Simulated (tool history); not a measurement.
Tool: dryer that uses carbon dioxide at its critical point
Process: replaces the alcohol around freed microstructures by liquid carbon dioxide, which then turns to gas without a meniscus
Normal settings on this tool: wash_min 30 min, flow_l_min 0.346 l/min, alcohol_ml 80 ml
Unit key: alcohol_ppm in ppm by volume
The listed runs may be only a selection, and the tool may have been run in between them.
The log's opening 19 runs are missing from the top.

run	day	wash_min	flow_l_min	alcohol_ml	alcohol_ppm
20	13.546	30	0.346	80	477
21	14.408	30	0.346	80	471
22	15.079	30	0.346	80	501
23	15.517	30	0.346	80	526
24	16.042	30	0.346	80	536
25	16.458	30	0.346	81	568
26	17.279	30	0.346	81	597
27	17.958	30	0.346	81	627
28	18.758	30	0.482	111	230
29	19.408	30	0.482	111	255
# day 20.096: inlet filter changed
30	20.171	21	0.353	111	1591
31	20.708	21	0.353	111	1611
32	21.304	26	0.384	21	207
33	22.175	22	0.541	43	192
34	22.796	19	0.445	43	519
35	23.458	19	0.482	39	396
36	24.233	21	0.482	51	363
37	25.25	36	0.219	57	1028
38	25.979	36	0.219	57	1007
39	26.738	26	0.29	80	1566
40	27.667	30	0.233	73	1985
41	28.188	30	0.233	73	1969

Forecast run 42:
42	29.171	33	0.471	38	?

alcohol_ppm: 171 ppm by volume
Had the tool carried no hidden state, the very same run would have given alcohol_ppm 3 ppm by volume.

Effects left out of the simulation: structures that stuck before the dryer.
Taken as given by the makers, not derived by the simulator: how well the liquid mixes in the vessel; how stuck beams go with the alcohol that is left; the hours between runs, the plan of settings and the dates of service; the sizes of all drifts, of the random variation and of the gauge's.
